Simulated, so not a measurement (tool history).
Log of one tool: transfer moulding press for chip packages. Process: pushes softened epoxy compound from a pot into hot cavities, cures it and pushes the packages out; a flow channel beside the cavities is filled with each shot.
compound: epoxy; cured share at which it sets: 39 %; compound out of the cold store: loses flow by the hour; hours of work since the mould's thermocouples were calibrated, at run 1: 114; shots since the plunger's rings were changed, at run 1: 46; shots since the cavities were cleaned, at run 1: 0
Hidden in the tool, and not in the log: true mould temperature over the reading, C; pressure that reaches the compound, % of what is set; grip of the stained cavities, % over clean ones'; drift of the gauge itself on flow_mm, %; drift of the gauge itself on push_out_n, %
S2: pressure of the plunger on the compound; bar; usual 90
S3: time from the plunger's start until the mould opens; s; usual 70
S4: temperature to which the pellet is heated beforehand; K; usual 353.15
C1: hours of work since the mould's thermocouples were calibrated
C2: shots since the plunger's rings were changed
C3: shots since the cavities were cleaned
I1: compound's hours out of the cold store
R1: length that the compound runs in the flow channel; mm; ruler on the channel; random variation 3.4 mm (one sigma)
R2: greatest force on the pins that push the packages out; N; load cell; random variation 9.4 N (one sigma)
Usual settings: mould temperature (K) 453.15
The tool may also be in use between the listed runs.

{"run": 1, "hour": 0.0, "mould temperature (K)": 453.15, "S2": 90, "S3": 70, "S4": 353.15, "C1": 114, "C2": 46, "C3": 0, "I1": 10.6, "R1": 629, "R2": 499}
{"run": 2, "hour": 40.4, "mould temperature (K)": 453.15, "S2": 90, "S3": 70, "S4": 353.15, "C1": 145, "C2": 874, "C3": 828, "I1": 48, "R1": 576, "R2": 489}
{"hour": 45.6, "done": "cavities cleaned with cleaning compound and waxed"}
{"hour": 91.8, "done": "cavities cleaned with cleaning compound and waxed"}
{"run": 3, "hour": 96.6, "mould temperature (K)": 453.15, "S2": 101.4, "S3": 70, "S4": 353.15, "C1": 185, "C2": 1962, "C3": 97, "I1": 18.9, "R1": 658, "R2": 499}
{"run": 4, "hour": 128.4, "mould temperature (K)": 448.15, "S2": 90, "S3": 70, "S4": 353.15, "C1": 209, "C2": 2615, "C3": 750, "I1": 29.2, "R1": 616, "R2": 715}
{"hour": 137.6, "done": "cavities cleaned with cleaning compound and waxed"}
{"run": 5, "hour": 155.4, "mould temperature (K)": 448.15, "S2": 90, "S3": 70, "S4": 353.15, "C1": 229, "C2": 3136, "C3": 364, "I1": 35.3, "R1": 606, "R2": 697}
{"hour": 181.6, "done": "cavities cleaned with cleaning compound and waxed"}
{"run": 6, "hour": 202.5, "mould temperature (K)": 448.15, "S2": 90, "S3": 70, "S4": 353.15, "C1": 263, "C2": 4070, "C3": 428, "I1": 34.2, "R1": 605, "R2": 704}
{"hour": 227.3, "done": "cavities cleaned with cleaning compound and waxed"}
{"hour": 242.6, "done": "plunger's sealing rings changed"}
{"run": 7, "hour": 252.0, "mould temperature (K)": 453.15, "S2": 95.8, "S3": 70, "S4": 353.15, "C1": 298, "C2": 193, "C3": 455, "I1": 8.5, "R1": 652, "R2": 516}
{"hour": 276.9, "done": "mould's thermocouples calibrated"}
{"hour": 278.4, "done": "cavities cleaned with cleaning compound and waxed"}
{"run": 8, "hour": 288.1, "mould temperature (K)": 453.15, "S2": 95.8, "S3": 70, "S4": 353.15, "C1": 7, "C2": 861, "C3": 200, "I1": 33.1, "R1": 603, "R2": 506}
{"hour": 323.7, "done": "cavities cleaned with cleaning compound and waxed"}
{"run": 9, "hour": 338.3, "mould temperature (K)": 453.15, "S2": 95.8, "S3": 70, "S4": 353.15, "C1": 44, "C2": 1858, "C3": 299, "I1": 30.7, "R1": 613, "R2": 498}
{"run": 10, "hour": 365.3, "mould temperature (K)": 453.15, "S2": 90, "S3": 70, "S4": 353.15, "C1": 65, "C2": 2410, "C3": 851, "I1": 32.4, "R1": 591, "R2": 503}
{"hour": 370.6, "done": "cavities cleaned with cleaning compound and waxed"}
{"run": 11, "hour": 404.0, "mould temperature (K)": 453.15, "S2": 90, "S3": 70, "S4": 353.15, "C1": 93, "C2": 3173, "C3": 685, "I1": 37.2, "R1": 583, "R2": 489}
{"hour": 415.8, "done": "cavities cleaned with cleaning compound and waxed"}
{"run": 12, "hour": 440.3, "mould temperature (K)": 453.15, "S2": 90, "S3": 70, "S4": 353.15, "C1": 120, "C2": 3886, "C3": 502, "I1": 35.9, "R1": 584, "R2": 503}
{"hour": 460.5, "done": "cavities cleaned with cleaning compound and waxed"}
{"hour": 489.7, "done": "plunger's sealing rings changed"}
{"run": 13, "hour": 499.4, "mould temperature (K)": 453.15, "S2": 90, "S3": 70, "S4": 353.15, "C1": 162, "C2": 198, "C3": 745, "I1": 37.5, "R1": 588, "R2": 479}
{"hour": 509.0, "done": "cavities cleaned with cleaning compound and waxed"}
{"run": 14, "hour": 549.2, "mould temperature (K)": 457.15, "S2": 90, "S3": 70, "S4": 345.15, "C1": 198, "C2": 1187, "C3": 823, "I1": 10.3, "R1": 616, "R2": 423}
{"hour": 555.4, "done": "cavities cleaned with cleaning compound and waxed"}
{"run": 15, "hour": 579.9, "mould temperature (K)": 457.15, "S2": 90, "S3": 70, "S4": 345.15, "C1": 221, "C2": 1785, "C3": 501, "I1": 46.1, "R1": 565, "R2": 416}
{"hour": 600.5, "done": "cavities cleaned with cleaning compound and waxed"}
{"run": 16, "hour": 635.4, "mould temperature (K)": 457.15, "S2": 90, "S3": 70, "S4": 345.15, "C1": 262, "C2": 2891, "C3": 714, "I1": 11.2, "R1": 615, "R2": 436}
{"hour": 647.0, "done": "cavities cleaned with cleaning compound and waxed"}
{"hour": 691.4, "done": "cavities cleaned with cleaning compound and waxed"}
{"run": 17, "hour": 691.6, "mould temperature (K)": 457.15, "S2": 90, "S3": 70, "S4": 345.15, "C1": 302, "C2": 3982, "C3": 5, "I1": 29.2, "R1": 586, "R2": 424}
{"hour": 707.7, "done": "mould's thermocouples calibrated"}
{"hour": 738.4, "done": "plunger's sealing rings changed"}
{"hour": 739.9, "done": "cavities cleaned with cleaning compound and waxed"}
{"run": 18, "hour": 752.6, "mould temperature (K)": 456.15, "S2": 90, "S3": 70, "S4": 355.15, "C1": 31, "C2": 260, "C3": 260, "I1": 26.7, "R1": 591, "R2": 442}
{"hour": 787.6, "done": "cavities cleaned with cleaning compound and waxed"}
{"run": 19, "hour": 787.6, "mould temperature (K)": 456.15, "S2": 84, "S3": 70, "S4": 343.15, "C1": 57, "C2": 947, "C3": 0, "I1": 19.2, "R1": 582, "R2": 438}
{"hour": 834.0, "done": "cavities cleaned with cleaning compound and waxed"}
{"run": 20, "hour": 842.8, "mould temperature (K)": 456.15, "S2": 84, "S3": 70, "S4": 343.15, "C1": 97, "C2": 2045, "C3": 180, "I1": 19, "R1": 583, "R2": 438}
{"hour": 879.7, "done": "cavities cleaned with cleaning compound and waxed"}
{"run": 21, "hour": 887.9, "mould temperature (K)": 453.15, "S2": 90, "S3": 70, "S4": 348.15, "C1": 131, "C2": 2938, "C3": 166, "I1": 13.3, "R1": 624, "R2": 520}
{"hour": 925.4, "done": "cavities cleaned with cleaning compound and waxed"}
{"run": 22, "hour": 925.4, "mould temperature (K)": 453.15, "S2": 90, "S3": 70, "S4": 348.15, "C1": 158, "C2": 3677, "C3": 0, "I1": 36.9, "R1": 584, "R2": 485}
{"hour": 969.6, "done": "cavities cleaned with cleaning compound and waxed"}
{"run": 23, "hour": 974.4, "mould temperature (K)": 453.15, "S2": 90, "S3": 70, "S4": 348.15, "C1": 194, "C2": 4649, "C3": 98, "I1": 23.4, "R1": 609, "R2": 512}
{"hour": 985.4, "done": "plunger's sealing rings changed"}
{"run": 24, "hour": 1005.4, "mould temperature (K)": 445.15, "S2": 79.3, "S3": 70, "S4": 353.15, "C1": 216, "C2": 410, "C3": 682, "I1": 11.1, "R1": 620, "R2": 956}
{"hour": 1016.6, "done": "cavities cleaned with cleaning compound and waxed"}
{"hour": 1063.1, "done": "cavities cleaned with cleaning compound and waxed"}
{"run": 25, "hour": 1063.1, "mould temperature (K)": 445.15, "S2": 92.6, "S3": 79, "S4": 353.15, "C1": 257, "C2": 1530, "C3": 1, "I1": 33.1, "R1": 627, "R2": 675}

Forecast each of these 5 alternatives for the next run:
{"run": "A", "hour": 1091.0, "mould temperature (K)": 445.15, "S2": 77.7, "S3": 79, "S4": 359.15, "C1": 279, "C2": 2102, "C3": 573, "I1": 31.7, "R1": "?", "R2": "?"}
{"run": "B", "hour": 1091.0, "mould temperature (K)": 445.15, "S2": 87.7, "S3": 61, "S4": 353.15, "C1": 279, "C2": 2102, "C3": 573, "I1": 44.4, "R1": "?", "R2": "?"}
{"run": "C", "hour": 1091.0, "mould temperature (K)": 459.15, "S2": 77.8, "S3": 70, "S4": 353.15, "C1": 279, "C2": 2102, "C3": 573, "I1": 15.9, "R1": "?", "R2": "?"}
{"run": "D", "hour": 1091.0, "mould temperature (K)": 450.15, "S2": 74.7, "S3": 70, "S4": 361.15, "C1": 279, "C2": 2102, "C3": 573, "I1": 45.7, "R1": "?", "R2": "?"}
{"run": "E", "hour": 1091.0, "mould temperature (K)": 445.15, "S2": 83, "S3": 78, "S4": 354.15, "C1": 279, "C2": 2102, "C3": 573, "I1": 14.2, "R1": "?", "R2": "?"}

run=A R1=574 R2=679
run=B R1=593 R2=1230
run=C R1=558 R2=396
run=D R1=534 R2=569
run=E R1=628 R2=749
Without the tool's hidden state the same runs would have given:
run=A R1=575 R2=675
run=B R1=594 R2=1220
run=C R1=559 R2=393
run=D R1=535 R2=565
run=E R1=629 R2=743

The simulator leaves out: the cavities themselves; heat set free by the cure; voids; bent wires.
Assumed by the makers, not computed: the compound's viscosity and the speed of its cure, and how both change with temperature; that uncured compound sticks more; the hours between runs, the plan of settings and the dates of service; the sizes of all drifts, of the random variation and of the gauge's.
